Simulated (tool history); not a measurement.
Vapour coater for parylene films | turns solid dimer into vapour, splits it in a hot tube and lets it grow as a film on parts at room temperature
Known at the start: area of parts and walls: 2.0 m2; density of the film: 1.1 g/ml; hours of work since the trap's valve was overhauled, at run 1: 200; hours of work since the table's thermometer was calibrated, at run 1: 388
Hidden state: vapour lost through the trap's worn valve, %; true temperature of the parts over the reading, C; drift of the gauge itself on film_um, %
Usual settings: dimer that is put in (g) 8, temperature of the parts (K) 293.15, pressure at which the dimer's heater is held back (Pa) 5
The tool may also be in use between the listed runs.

run	hour	dimer that is put in (g)	temperature of the parts (K)	pressure at which the dimer's heater is held back (Pa)	hours of work since the trap's valve was overhauled	hours of work since the table's thermometer was calibrated	thickness of the film (um)
1	0	8	293.15	5	200	388	2.61
2	37.7	8	304.15	5	233	421	1.77
3	102	5	293.15	5	289	478	1.63
4	166.8	8	293.15	2.36	346	535	3.06
5	200.1	6	293.15	5	375	564	1.92
6	256.4	6	293.15	5	424	613	1.9
# hour 308.1: trap's valve overhauled
7	308.1	6	293.15	5	0	655	2.06
8	369.1	6	293.15	3.59	53	709	2.16
9	421.3	8	293.15	9.57	99	754	2.35
10	484.5	8	293.15	9.57	155	810	2.27
11	536	8	293.15	9.57	200	855	2.28
12	572.3	8	293.15	9.57	232	887	2.25
13	603.5	8	293.15	5	259	914	2.62
14	670.3	8	293.15	5	318	973	2.62
15	738.1	8	293.15	5	377	1032	2.54
16	787.9	8	293.15	5	421	1076	2.51
17	832.7	8	293.15	5	460	1115	2.56
# hour 845.6: trap's valve overhauled
18	875.7	8	293.15	5	26	1149	2.72
19	916.4	8	293.15	5	62	1185	2.69
20	965.5	8	293.15	5	105	1228	2.68
21	1019.4	9	299.15	6.1	152	1275	2.31
22	1048.3	4	296.15	6.26	178	1301	1.1
23	1079.5	4	296.15	6.26	205	1328	1.1
24	1138.6	4	288.15	2.7	257	1380	1.67
25	1195.5	3	289.15	9.76	307	1430	0.96
26	1230	3	289.15	9.76	337	1460	0.95

The next listed run, before its measurement:
27	1270.3	3	289.15	9.76	372	1495	?

thickness of the film (um): 0.94
Without the tool's hidden state the same run would have given thickness of the film (um) 1.04.
